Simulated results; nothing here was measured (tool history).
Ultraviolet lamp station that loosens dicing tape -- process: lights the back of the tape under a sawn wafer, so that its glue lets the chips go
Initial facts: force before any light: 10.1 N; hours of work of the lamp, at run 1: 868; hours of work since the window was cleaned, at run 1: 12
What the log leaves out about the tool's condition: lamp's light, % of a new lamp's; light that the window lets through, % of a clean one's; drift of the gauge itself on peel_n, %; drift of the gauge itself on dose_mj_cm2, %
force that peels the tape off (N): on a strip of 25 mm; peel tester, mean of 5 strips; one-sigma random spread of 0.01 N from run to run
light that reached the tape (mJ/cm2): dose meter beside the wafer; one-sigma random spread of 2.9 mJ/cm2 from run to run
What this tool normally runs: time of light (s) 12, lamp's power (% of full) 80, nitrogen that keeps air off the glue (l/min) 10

| run | hour | time of light (s) | lamp's power (% of full) | nitrogen that keeps air off the glue (l/min) | hours of work of the lamp | hours of work since the window was cleaned | force that peels the tape off (N) | light that reached the tape (mJ/cm2) |
|---|---|---|---|---|---|---|---|---|
| 1 | 0.0 | 12 | 80 | 10 | 868 | 12 | 1.228 | 262 |
| 2 | 23.2 | 12 | 80 | 5 | 884 | 28 | 2.094 | 267 |
| 3 | 50.1 | 12 | 80 | 5 | 901 | 45 | 2.129 | 254 |
| 4 | 81.4 | 12 | 80 | 5 | 922 | 66 | 2.151 | 254 |
| 5 | 95.7 | 12 | 80 | 5 | 931 | 75 | 2.315 | 252 |
| 6 | 113.5 | 12 | 80 | 3 | 943 | 87 | 2.960 | 250 |
| 7 | 129.4 | 16 | 80 | 3 | 954 | 98 | 2.086 | 333 |
| 8 | 152.6 | 16 | 80 | 3 | 969 | 113 | 2.028 | 318 |
| 9 | 181.7 | 12 | 80 | 10 | 988 | 132 | 1.561 | 239 |
| 10 | 200.2 | 12 | 80 | 10 | 1000 | 144 | 1.601 | 233 |
| 11 | 225.1 | 12 | 80 | 10 | 1017 | 161 | 1.598 | 228 |
|  | 232.5 | lamp changed |
| 12 | 250.5 | 12 | 80 | 10 | 12 | 177 | 0.541 | 392 |
| 13 | 272.4 | 12 | 80 | 10 | 26 | 191 | 0.557 | 387 |
| 14 | 294.1 | 12 | 80 | 10 | 41 | 205 | 0.581 | 383 |
| 15 | 310.7 | 12 | 80 | 10 | 52 | 216 | 0.559 | 383 |
| 16 | 334.0 | 12 | 80 | 10 | 67 | 232 | 0.581 | 380 |
| 17 | 349.9 | 12 | 80 | 11 | 77 | 242 | 0.546 | 377 |
| 18 | 380.7 | 12 | 87 | 3 | 98 | 262 | 1.452 | 398 |
| 19 | 401.2 | 19 | 86 | 11 | 111 | 276 | 0.192 | 622 |
| 20 | 429.6 | 12 | 72 | 4 | 130 | 295 | 1.713 | 325 |
| 21 | 450.1 | 9 | 71 | 15 | 143 | 308 | 1.143 | 239 |
| 22 | 474.9 | 7 | 65 | 10 | 160 | 325 | 2.711 | 166 |
| 23 | 499.9 | 8 | 99 | 8 | 176 | 341 | 1.304 | 288 |
| 24 | 530.2 | 8 | 75 | 13 | 196 | 361 | 1.516 | 212 |
|  | 539.3 | window cleaned of glue's vapour |
| 25 | 565.7 | 8 | 83 | 10 | 219 | 17 | 1.372 | 256 |
| 26 | 583.5 | 22 | 80 | 9 | 231 | 29 | 0.189 | 664 |
| 27 | 616.1 | 22 | 67 | 6 | 252 | 51 | 0.414 | 549 |
| 28 | 633.9 | 7 | 74 | 11 | 264 | 62 | 2.061 | 192 |
| 29 | 652.5 | 12 | 75 | 10 | 276 | 75 | 0.820 | 330 |
| 30 | 682.0 | 15 | 73 | 11 | 296 | 94 | 0.491 | 394 |
| 31 | 709.5 | 15 | 73 | 11 | 314 | 112 | 0.504 | 392 |
| 32 | 737.6 | 15 | 73 | 11 | 332 | 131 | 0.517 | 385 |

3 ways to go on from here, each from the tool as it stands after run 32. What would each give?
| A | 768.1 | 12 | 66 | 6 | 352 | 151 | ? | ? |
| B | 768.1 | 16 | 90 | 4 | 352 | 151 | ? | ? |
| C | 768.1 | 12 | 62 | 7 | 352 | 151 | ? | ? |

| run | force that peels the tape off (N) | light that reached the tape (mJ/cm2) |
|---|---|---|
| A | 1.749 | 274 |
| B | 0.753 | 506 |
| C | 1.692 | 258 |
Had the tool no hidden state, the same runs would have come out as:
| run | force that peels the tape off (N) | light that reached the tape (mJ/cm2) |
|---|---|---|
| A | 1.153 | 344 |
| B | 0.447 | 634 |
| C | 1.113 | 324 |

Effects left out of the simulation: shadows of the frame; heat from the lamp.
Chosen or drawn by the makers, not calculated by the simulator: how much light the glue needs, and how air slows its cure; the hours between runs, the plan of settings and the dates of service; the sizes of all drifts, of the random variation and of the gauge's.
